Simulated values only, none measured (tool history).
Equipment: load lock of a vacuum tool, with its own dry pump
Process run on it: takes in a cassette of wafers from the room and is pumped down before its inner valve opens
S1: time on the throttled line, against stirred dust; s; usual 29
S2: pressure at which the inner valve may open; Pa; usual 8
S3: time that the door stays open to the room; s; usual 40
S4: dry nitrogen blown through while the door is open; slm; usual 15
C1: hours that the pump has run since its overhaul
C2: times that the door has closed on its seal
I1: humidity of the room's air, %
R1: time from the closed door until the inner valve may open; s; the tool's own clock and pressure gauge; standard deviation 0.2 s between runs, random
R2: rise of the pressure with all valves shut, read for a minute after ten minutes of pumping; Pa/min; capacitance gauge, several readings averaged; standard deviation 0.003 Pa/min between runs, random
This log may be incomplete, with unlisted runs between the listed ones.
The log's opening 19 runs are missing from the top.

Run 20, hour 4888.7: usual settings but S1 34 s, S3 59 s; C1 17212; C2 15211; I1 45.3. Result: R1 74.1 s, R2 0.099 Pa/min.
Run 21, hour 5098.8: usual settings but S1 34 s, S2 6 Pa, S3 174 s, S4 7 slm; C1 17422; C2 16030; I1 46.6. Result: R1 76.3 s, R2 0.143 Pa/min.
Run 22, hour 5292.4: usual settings but S1 34 s, S2 6 Pa, S3 174 s, S4 7 slm; C1 17615; C2 16785; I1 46. Result: R1 76 s, R2 0.149 Pa/min.
Run 23, hour 5537.5: usual settings but S2 12 Pa; C1 17860; C2 17740; I1 45.3. Result: R1 68.5 s, R2 0.113 Pa/min.
Run 24, hour 5768.3: usual settings but S1 19 s, S2 14 Pa, S3 115 s, S4 6 slm; C1 18091; C2 18640; I1 44. Result: R1 60.7 s, R2 0.151 Pa/min.
Run 25, hour 5986.6: usual settings but S2 12 Pa; C1 18309; C2 19491; I1 48.2. Result: R1 68.9 s, R2 0.121 Pa/min.
Run 26, hour 6329.7: usual settings but S1 15 s; C1 18652; C2 20828; I1 44.4. Result: R1 61.1 s, R2 0.132 Pa/min.
Run 27, hour 6588.5: usual settings but S1 15 s, S2 7 Pa, S3 56 s; C1 18911; C2 21837; I1 47.4. Result: R1 62 s, R2 0.142 Pa/min.
Run 28, hour 6917: usual settings but S1 15 s, S2 7 Pa, S3 56 s; C1 19240; C2 23118; I1 43.2. Result: R1 61.9 s, R2 0.148 Pa/min.
Run 29, hour 7274.6: usual settings but S2 11 Pa, S3 25 s; C1 19597; C2 24512; I1 43.9. Result: R1 69.3 s, R2 0.155 Pa/min.
Run 30, hour 7583.2: usual settings but S2 11 Pa, S3 25 s; C1 19906; C2 25715; I1 43.9. Result: R1 69.1 s, R2 0.164 Pa/min.
Run 31, hour 7779.5: usual settings but S1 30 s, S2 13 Pa, S3 130 s, S4 35 slm; C1 20102; C2 26480; I1 40.3. Result: R1 69.1 s, R2 0.169 Pa/min.
At hour 7939.4: dry pump taken out, an overhauled one fitted.
Run 32, hour 8013.9: usual settings but S1 36 s, S2 12 Pa, S3 68 s, S4 5 slm; C1 75; C2 27371; I1 44.8. Result: R1 70.1 s, R2 0.209 Pa/min.
Run 33, hour 8230.3: usual settings but S1 41 s, S2 12 Pa, S3 68 s, S4 4 slm; C1 291; C2 28214; I1 44.7. Result: R1 74 s, R2 0.224 Pa/min.
Run 34, hour 8543.5: usual settings but S1 25 s, S2 11 Pa, S3 61 s, S4 29 slm; C1 604; C2 29435; I1 45.8. Result: R1 62.8 s, R2 0.197 Pa/min.
Run 35, hour 8817.8: usual settings but S1 25 s, S3 90 s; C1 878; C2 30504; I1 44.5. Result: R1 64.6 s, R2 0.221 Pa/min.
Run 36, hour 9149.1: usual settings but S1 25 s, S3 90 s; C1 1210; C2 31796; I1 42.3. Result: R1 64.9 s, R2 0.231 Pa/min.
Run 37, hour 9519.8: usual settings but S3 26 s, S4 4 slm; C1 1580; C2 33241; I1 47.1. Result: R1 67.6 s, R2 0.262 Pa/min.

Here are 4 independent what-if runs from the current tool condition. What would each one return?
Run A, hour 9785.3: usual settings but S2 13 Pa, S3 177 s, S4 38 slm; C1 1846; C2 34276; I1 45.7. Result: R1 ?, R2 ?.
Run B, hour 9785.3: usual settings but S1 14 s, S2 14 Pa, S3 51 s; C1 1846; C2 34276; I1 44.4. Result: R1 ?, R2 ?.
Run C, hour 9785.3: usual settings but S3 41 s; C1 1846; C2 34276; I1 48.7. Result: R1 ?, R2 ?.
Run D, hour 9785.3: usual settings but S2 6 Pa, S3 26 s, S4 4 slm; C1 1846; C2 34276; I1 45.4. Result: R1 ?, R2 ?.

run    R1     R2
  A  65.4  0.253
  B  53.9  0.253
  C  68.1   0.26
  D  69.2  0.263
Take away the tool's hidden state, keep each run's random variation, and the runs would have read:
run    R1     R2
  A    65  0.027
  B  53.4  0.028
  C  67.6  0.034
  D  68.7  0.041
